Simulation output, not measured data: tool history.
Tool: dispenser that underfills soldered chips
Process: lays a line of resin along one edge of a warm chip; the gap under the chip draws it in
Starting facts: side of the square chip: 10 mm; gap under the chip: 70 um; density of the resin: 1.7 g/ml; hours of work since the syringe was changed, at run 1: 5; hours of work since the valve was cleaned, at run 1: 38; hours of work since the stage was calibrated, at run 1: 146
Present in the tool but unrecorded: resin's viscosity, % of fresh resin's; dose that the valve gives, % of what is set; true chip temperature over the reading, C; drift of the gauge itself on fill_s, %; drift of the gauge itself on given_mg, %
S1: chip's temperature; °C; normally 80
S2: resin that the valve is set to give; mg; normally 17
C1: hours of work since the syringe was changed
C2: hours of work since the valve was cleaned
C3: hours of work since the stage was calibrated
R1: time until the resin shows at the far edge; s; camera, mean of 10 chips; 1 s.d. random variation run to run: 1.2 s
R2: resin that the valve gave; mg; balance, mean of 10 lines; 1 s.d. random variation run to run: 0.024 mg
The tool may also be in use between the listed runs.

{"run": 1, "hour": 0.0, "S1": 80, "S2": 17, "C1": 5, "C2": 38, "C3": 146, "R1": 167.4, "R2": 16.54}
{"hour": 4.7, "done": "new syringe of resin"}
{"run": 2, "hour": 7.2, "S1": 85, "S2": 17, "C1": 2, "C2": 43, "C3": 151, "R1": 107.2, "R2": 16.48}
{"run": 3, "hour": 14.8, "S1": 85, "S2": 17, "C1": 7, "C2": 49, "C3": 157, "R1": 147.6, "R2": 16.44}
{"hour": 16.6, "done": "new syringe of resin"}
{"run": 4, "hour": 20.9, "S1": 80, "S2": 17, "C1": 3, "C2": 53, "C3": 161, "R1": 144.9, "R2": 16.37}
{"hour": 23.2, "done": "dispensing valve cleaned and set on the balance"}
{"run": 5, "hour": 28.6, "S1": 69, "S2": 17, "C1": 8, "C2": 4, "C3": 166, "R1": 323.4, "R2": 16.94}
{"hour": 29.6, "done": "new syringe of resin"}
{"run": 6, "hour": 33.8, "S1": 69, "S2": 17, "C1": 3, "C2": 8, "C3": 169, "R1": 246.3, "R2": 16.91}
{"hour": 41.2, "done": "new syringe of resin"}
{"run": 7, "hour": 42.6, "S1": 80, "S2": 16, "C1": 1, "C2": 14, "C3": 176, "R1": 134.4, "R2": 15.8}
{"run": 8, "hour": 50.3, "S1": 77, "S2": 17, "C1": 7, "C2": 20, "C3": 181, "R1": 211.6, "R2": 16.75}
{"hour": 53.3, "done": "new syringe of resin"}
{"run": 9, "hour": 55.8, "S1": 80, "S2": 16.3, "C1": 2, "C2": 23, "C3": 185, "R1": 136.4, "R2": 16.06}
{"run": 10, "hour": 61.0, "S1": 80, "S2": 16.3, "C1": 6, "C2": 27, "C3": 189, "R1": 174.1, "R2": 16}
{"hour": 65.3, "done": "new syringe of resin"}
{"run": 11, "hour": 68.4, "S1": 80, "S2": 19.5, "C1": 2, "C2": 32, "C3": 194, "R1": 139.6, "R2": 19.12}
{"run": 12, "hour": 72.9, "S1": 80, "S2": 19.5, "C1": 6, "C2": 36, "C3": 198, "R1": 170.1, "R2": 19.03}
{"hour": 77.1, "done": "new syringe of resin"}
{"run": 13, "hour": 77.9, "S1": 94, "S2": 14.8, "C1": 1, "C2": 39, "C3": 201, "R1": 71.1, "R2": 14.44}
{"run": 14, "hour": 86.4, "S1": 75, "S2": 18.7, "C1": 7, "C2": 45, "C3": 207, "R1": 224.3, "R2": 18.14}
{"hour": 88.7, "done": "new syringe of resin"}
{"run": 15, "hour": 92.0, "S1": 75, "S2": 18.7, "C1": 2, "C2": 49, "C3": 211, "R1": 176, "R2": 18.05}
{"run": 16, "hour": 98.0, "S1": 67, "S2": 18.6, "C1": 7, "C2": 54, "C3": 216, "R1": 342.7, "R2": 17.93}
{"hour": 99.5, "done": "dispensing valve cleaned and set on the balance"}
{"hour": 101.9, "done": "new syringe of resin"}
{"run": 17, "hour": 106.5, "S1": 91, "S2": 17, "C1": 3, "C2": 5, "C3": 221, "R1": 91.5, "R2": 16.95}
{"run": 18, "hour": 110.3, "S1": 92, "S2": 17, "C1": 6, "C2": 8, "C3": 224, "R1": 101.4, "R2": 16.96}
{"hour": 113.8, "done": "new syringe of resin"}
{"run": 19, "hour": 116.5, "S1": 93, "S2": 16, "C1": 2, "C2": 12, "C3": 228, "R1": 81.3, "R2": 15.88}
{"run": 20, "hour": 124.8, "S1": 93, "S2": 16, "C1": 8, "C2": 18, "C3": 234, "R1": 115.7, "R2": 15.84}

3 options for the next run, each taken on its own from the tool as it stands now. Forecast them:
{"hour": 125.5, "done": "new syringe of resin"}
{"run": "A", "hour": 131.1, "S1": 76, "S2": 21.1, "C1": 4, "C2": 23, "C3": 239, "R1": "?", "R2": "?"}
{"hour": 125.5, "done": "new syringe of resin"}
{"run": "B", "hour": 131.1, "S1": 85, "S2": 21.7, "C1": 4, "C2": 23, "C3": 239, "R1": "?", "R2": "?"}
{"hour": 125.5, "done": "new syringe of resin"}
{"run": "C", "hour": 131.1, "S1": 80, "S2": 20.3, "C1": 4, "C2": 23, "C3": 239, "R1": "?", "R2": "?"}

run=A R1=182.1 R2=20.88
run=B R1=121.5 R2=21.46
run=C R1=152.4 R2=20.07
What these runs would have given with no unlogged condition in the tool:
run=A R1=133.7 R2=21.11
run=B R1=89.7 R2=21.71
run=C R1=112.1 R2=20.29
